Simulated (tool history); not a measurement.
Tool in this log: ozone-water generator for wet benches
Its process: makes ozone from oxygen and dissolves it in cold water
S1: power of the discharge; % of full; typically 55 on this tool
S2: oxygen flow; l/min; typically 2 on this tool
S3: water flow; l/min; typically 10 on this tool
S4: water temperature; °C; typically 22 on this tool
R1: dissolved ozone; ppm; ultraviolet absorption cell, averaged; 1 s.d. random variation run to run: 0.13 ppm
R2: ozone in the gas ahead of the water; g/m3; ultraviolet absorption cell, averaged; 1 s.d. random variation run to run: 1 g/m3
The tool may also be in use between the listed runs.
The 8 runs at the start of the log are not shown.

run	hour	S1	S2	S3	S4	R1	R2
9	447.7	55	2	10	22	13.7	168.6
10	483.5	55	2	10	22	13.8	169.3
11	534.8	55	2	10	22	13.9	171.1
12	601.4	55	2	10	22	13.8	168.6
13	669.3	55	2	10	22	13.6	168.3
14	743.9	55	2	10	22	13.5	168.4
15	826.4	55	2	10	22	13.4	168.3
16	876.4	55	2	10	22	13.5	168
17	943.1	55	2	10	22	13.7	168.9
18	988.6	55	2	10	22	13.4	169.6
19	1021.8	55	2	10	22	13.4	166
20	1083.8	55	2	10	22	13.7	167.6
21	1160.1	76	2	8	15	22.2	207.2
22	1218.3	52	2	10	18	13.5	161.7
23	1282	51	1.65	15	27	7.7	178.1
24	1364.2	51	2.43	15	27	7.8	141.1
25	1431.7	55	2	11	22	12.2	167.4
26	1511.9	55	2.97	14	22	9.8	133.5
27	1574.3	42	3.6	14	16	8.9	98.6
28	1612.7	42	3.6	14	16	8.7	100.1
29	1688.9	42	3.6	14	16	8.8	99.8
30	1724.3	42	3.6	16	21	7.1	99.8
31	1774.8	42	3.6	16	21	7.3	99.7
32	1835.7	42	3.6	16	21	7.1	98.7
33	1887	42	3.6	8	27	11.3	100.1

Consider 4 possible next runs. They are alternatives, not a sequence: every one starts from the tool as it was left by run 33. What does each give?
A	1962.8	41	1.14	9	22	?	?
B	1962.8	55	3.5	10	22	?	?
C	1962.8	52	1.33	13	27	?	?
D	1962.8	55	1.38	7	22	?	?

run	R1	R2
A	11.8	189
B	12.9	120
C	9.1	200.2
D	18	199.3
With the hidden condition removed and each run's random variation left untouched, the same runs would have given:
run	R1	R2
A	13.1	201.7
B	14.6	130.7
C	10.3	217.2
D	20.3	217.1

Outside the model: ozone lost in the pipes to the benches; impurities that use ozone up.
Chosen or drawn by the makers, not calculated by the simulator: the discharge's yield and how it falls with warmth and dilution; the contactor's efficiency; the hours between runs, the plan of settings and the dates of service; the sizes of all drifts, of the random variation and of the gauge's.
